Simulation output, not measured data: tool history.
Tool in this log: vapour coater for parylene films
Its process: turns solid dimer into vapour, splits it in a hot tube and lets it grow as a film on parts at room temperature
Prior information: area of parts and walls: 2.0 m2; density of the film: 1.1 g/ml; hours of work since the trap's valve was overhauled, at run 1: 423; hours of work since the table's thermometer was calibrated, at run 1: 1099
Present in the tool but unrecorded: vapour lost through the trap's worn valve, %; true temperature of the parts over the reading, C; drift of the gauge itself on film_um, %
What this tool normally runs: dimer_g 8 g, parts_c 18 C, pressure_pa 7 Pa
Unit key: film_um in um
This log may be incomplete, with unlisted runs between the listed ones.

run,hour,dimer_g,parts_c,pressure_pa,hours of work since the trap's valve was overhauled,hours of work since the table's thermometer was calibrated,film_um
1,0,8,18,7,423,1099,2.44
2,47.1,8,18,7,461,1137,2.42
3,69.2,8,18,7,478,1155,2.43
4,96.6,8,18,2.13,501,1177,2.67
5,120.7,8,18,2.13,520,1196,2.69
6,165.1,8,18,2.13,556,1232,2.65
7,186.8,8,18,2.13,573,1250,2.64
8,207.4,8,18,2.13,590,1266,2.65
9,244.6,8,18,2.13,620,1296,2.66
# hour 261.1: trap's valve overhauled
10,268.8,8,18,2.13,6,1313,2.97
11,289.8,8,18,2.13,23,1329,2.94
12,325.3,8,25,2.13,52,1358,2.08
13,351.3,8,18,7,73,1379,2.62
14,376.3,8,18,7,93,1399,2.61
15,419.2,8,18,7,128,1434,2.61
16,450.4,8,18,7,153,1459,2.58
17,497.1,8,18,7,190,1497,2.55
# hour 501.3: table's thermometer calibrated
18,537.1,8,21,6,222,29,2.28
19,558.5,4,26,5.24,239,46,0.92
20,600.9,4,26,5.24,273,80,0.9
# hour 608.9: table's thermometer calibrated, once more
21,621.8,6,23,11.38,289,10,1.35
22,657.5,6,18,6.7,318,39,1.81
23,679.6,8,29,5.16,336,57,1.43
24,715.1,8,29,5.16,365,86,1.46
25,748.5,11,18,8.04,391,113,3.21
26,786.1,8,18,6.1,422,143,2.37
27,831.7,5,12,3.88,459,180,2.07
28,876,8,13,11.3,494,215,2.83
29,901.9,8,13,11.3,515,236,2.82
30,951.3,6,16,11.3,555,276,1.84
31,986.6,8,22,4.97,583,305,1.96
32,1007.6,8,22,4.97,600,322,1.94
# hour 1046.5: trap's valve overhauled
33,1053.7,8,20,4.2,6,355,2.46
34,1095,8,12,10.09,39,389,3.24

Results per run with the tool's hidden condition removed, run-to-run variation unchanged:
run,film_um
1,2.55
2,2.55
3,2.56
4,2.83
5,2.86
6,2.84
7,2.84
8,2.85
9,2.87
10,2.87
11,2.86
12,2.03
13,2.56
14,2.57
15,2.58
16,2.56
17,2.54
18,2.24
19,0.9
20,0.89
21,1.43
22,1.93
23,1.53
24,1.57
25,3.45
26,2.57
27,2.25
28,3.09
29,3.09
30,2.04
31,2.18
32,2.16
33,2.46
34,3.26
